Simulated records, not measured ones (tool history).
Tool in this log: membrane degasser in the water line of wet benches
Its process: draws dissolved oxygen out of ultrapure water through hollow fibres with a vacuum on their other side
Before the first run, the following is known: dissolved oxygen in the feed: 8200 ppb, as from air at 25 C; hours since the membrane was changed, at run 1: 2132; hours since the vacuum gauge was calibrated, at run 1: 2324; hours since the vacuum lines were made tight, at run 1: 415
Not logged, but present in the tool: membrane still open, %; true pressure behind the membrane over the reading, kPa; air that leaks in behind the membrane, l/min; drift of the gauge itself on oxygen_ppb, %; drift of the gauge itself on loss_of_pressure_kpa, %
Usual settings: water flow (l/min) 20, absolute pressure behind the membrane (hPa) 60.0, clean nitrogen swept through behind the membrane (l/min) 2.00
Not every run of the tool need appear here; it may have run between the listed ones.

run	hour	water flow (l/min)	absolute pressure behind the membrane (hPa)	clean nitrogen swept through behind the membrane (l/min)	hours since the membrane was changed	hours since the vacuum gauge was calibrated	hours since the vacuum lines were made tight	dissolved oxygen in the water behind the degasser (ppb)	pressure that the water loses in the fibres (hPa)
1	0.0	20	60.0	2.00	2132	2324	415	76.6	615.4
2	94.0	20	60.0	2.00	2226	2418	509	78.1	608.5
3	187.9	20	60.0	2.00	2320	2511	603	76.5	616.4
4	303.8	20	60.0	2.00	2436	2627	719	77.8	611.9
5	411.8	20	60.0	2.00	2544	2735	827	79.2	613.7
6	544.2	20	60.0	2.00	2676	2868	959	78.7	610.7
7	628.0	20	60.0	2.00	2760	2952	1043	79.8	612.1
8	699.1	20	60.0	2.00	2831	3023	1114	77.6	615.3
9	792.5	20	60.0	2.00	2925	3116	1208	79.4	615.0
10	867.0	20	60.0	2.00	2999	3190	1282	78.7	612.3
11	984.4	20	60.0	2.00	3117	3308	1399	79.2	610.3
12	1097.9	20	66.6	2.00	3230	3421	1513	94.4	611.3
# hour 1108.5: vacuum gauge calibrated
13	1219.3	20	94.0	2.00	3351	111	1634	156.0	614.3
14	1310.7	20	94.0	2.00	3442	202	1725	159.4	609.9
15	1426.6	20	94.0	2.00	3558	318	1841	158.8	608.5
16	1512.5	20	66.6	2.00	3644	404	1927	94.7	617.1
17	1646.0	20	64.0	2.00	3778	538	2061	89.6	613.9
18	1710.5	20	56.0	1.53	3842	602	2125	85.6	614.8
19	1783.2	20	56.0	1.53	3915	675	2198	85.8	613.4
# hour 1816.2: vacuum gauge calibrated, once more
20	1922.3	23	109.7	1.14	4053	106	2336	359.7	705.5

What does the tool deliver on the next run?
21	2026.1	26	69.9	5.28	4157	210	2440	?	?

{"run 21": {"dissolved oxygen in the water behind the degasser (ppb)": 75.1, "pressure that the water loses in the fibres (hPa)": 794.0}}
Without the tool's hidden state the same run would have given dissolved oxygen in the water behind the degasser (ppb) 72.1, pressure that the water loses in the fibres (hPa) 783.1.

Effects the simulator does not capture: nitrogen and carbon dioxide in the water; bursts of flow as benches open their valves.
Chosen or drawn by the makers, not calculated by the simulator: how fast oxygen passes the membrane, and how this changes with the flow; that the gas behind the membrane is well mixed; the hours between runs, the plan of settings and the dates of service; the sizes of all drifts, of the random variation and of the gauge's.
